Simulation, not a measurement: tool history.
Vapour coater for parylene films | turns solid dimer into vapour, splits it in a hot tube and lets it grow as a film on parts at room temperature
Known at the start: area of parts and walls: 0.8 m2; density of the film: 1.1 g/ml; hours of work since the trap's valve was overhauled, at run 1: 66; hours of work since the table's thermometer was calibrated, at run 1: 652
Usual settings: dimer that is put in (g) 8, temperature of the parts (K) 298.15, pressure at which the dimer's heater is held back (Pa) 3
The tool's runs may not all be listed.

run    hour  dimer that is put in (g)  temperature of the parts (K)  pressure at which the dimer's heater is held back (Pa)  hours of work since the trap's valve was overhauled  hours of work since the table's thermometer was calibrated  thickness of the film (nm)
  1       0                         8                        298.15                                                       3                                                   66                                                         652                        6850
  2    52.6                         8                        298.15                                                       3                                                   91                                                         677                        6770
  3   111.4                         6                        298.15                                                       3                                                  119                                                         705                        5060
  4     161                         6                        298.15                                                       3                                                  143                                                         729                        5200
  5   224.1                         6                        298.15                                                       3                                                  173                                                         759                        5120
  6   295.6                         6                        298.15                                                       3                                                  207                                                         793                        5040
      319.7  -- trap's valve overhauled
  7   337.4                         6                        298.15                                                       3                                                    8                                                         811                        5140
  8   398.9                         8                        297.15                                                       3                                                   38                                                         841                        7080
  9   437.1                         8                        297.15                                                       3                                                   56                                                         859                        6930
 10   500.3                         8                        298.15                                                       3                                                   86                                                         889                        6820
 11   535.4                         8                        298.15                                                       3                                                  103                                                         906                        6810
 12   580.1                         8                        298.15                                                       3                                                  124                                                         927                        6790
 13   644.6                         8                        298.15                                                       3                                                  155                                                         958                        6900
 14   696.5                         8                        298.15                                                       3                                                  180                                                         983                        6810
 15   752.6                        11                        298.15                                                       3                                                  207                                                        1010                        9420
      779.3  -- trap's valve overhauled
 16   806.3                        11                        298.15                                                       3                                                   13                                                        1033                        9510
 17   869.7                         9                        298.15                                                       3                                                   43                                                        1064                        7610
 18   933.9                         7                        298.15                                                       3                                                   74                                                        1094                        6060
 19   998.4                         8                        298.15                                                    6.59                                                  105                                                        1125                        6140
 20  1057.4                         8                        298.15                                                    6.59                                                  133                                                        1153                        6080
 21  1093.5                         8                        298.15                                                    6.59                                                  150                                                        1171                        6010
 22  1162.8                         4                        294.15                                                   11.53                                                  183                                                        1204                        3150
 23    1216                         4                        294.15                                                   11.53                                                  209                                                        1229                        3160
     1236.4  -- trap's valve overhauled
 24  1289.6                         4                        294.15                                                   11.53                                                   25                                                        1262                        3110
 25    1324                        13                        291.15                                                     6.3                                                   42                                                        1279                       12090
 26  1395.3                        13                        291.15                                                     6.3                                                   76                                                        1313                       12120
 27  1426.1                         4                        301.15                                                    5.76                                                   91                                                        1328                        2850
 28  1498.7                         5                        298.15                                                    2.16                                                  125                                                        1362                        4420
 29  1555.3                        12                        291.15                                                    2.57                                                  152                                                        1389                       12530
 30    1619                         3                        292.15                                                    2.57                                                  183                                                        1420                        3080
 31  1685.5                         3                        292.15                                                     4.3                                                  214                                                        1451                        2870
       1695  -- trap's valve overhauled
 32  1760.2                         3                        292.15                                                     4.3                                                   31                                                        1485                        2900
 33  1812.8                         3                        292.15                                                     4.3                                                   56                                                        1510                        2860
 34  1874.9                         3                        292.15                                                     4.3                                                   86                                                        1540                        2890
 35  1919.5                         3                        308.15                                                     4.3                                                  107                                                        1561                        1800
 36    1977                         5                        300.15                                                    8.88                                                  135                                                        1589                        3500
 37  2045.5                         4                        300.15                                                    7.51                                                  167                                                        1622                        2820
 38  2100.3                         9                        298.15                                                    6.56                                                  194                                                        1648                        6780
     2150.7  -- trap's valve overhauled
 39  2158.2                         5                        305.15                                                   11.37                                                    4                                                        1673                        2930
 40    2199                         5                        305.15                                                   11.37                                                   23                                                        1693                        2950
 41  2269.6                         5                        305.15                                                   11.37                                                   57                                                        1727                        2970

Hidden state at the last listed run before each entry between runs and at the first one after, where it differs:
Between runs 6 and 7: trap's valve overhauled (hour 319.7)
  vapour lost through the trap's worn valve, %: 0.5 -> 0
  measured less the result without the state, thickness of the film (nm): -30 -> -10
Between runs 15 and 16: trap's valve overhauled (hour 779.3)
  vapour lost through the trap's worn valve, %: 0.5 -> 0.1; true temperature of the parts over the reading, C: 0.05 -> 0.06
  measured less the result without the state, thickness of the film (nm): -60 -> -20
Between runs 23 and 24: trap's valve overhauled (hour 1236.4)
  vapour lost through the trap's worn valve, %: 0.5 -> 0.1
  measured less the result without the state, thickness of the film (nm): -20 -> -10
Between runs 31 and 32: trap's valve overhauled (hour 1695)
  vapour lost through the trap's worn valve, %: 0.5 -> 0.1
  measured less the result without the state, thickness of the film (nm): -10 -> -10
Between runs 38 and 39: trap's valve overhauled (hour 2150.7)
  vapour lost through the trap's worn valve, %: 0.4 -> 0
  measured less the result without the state, thickness of the film (nm): -50 -> -10
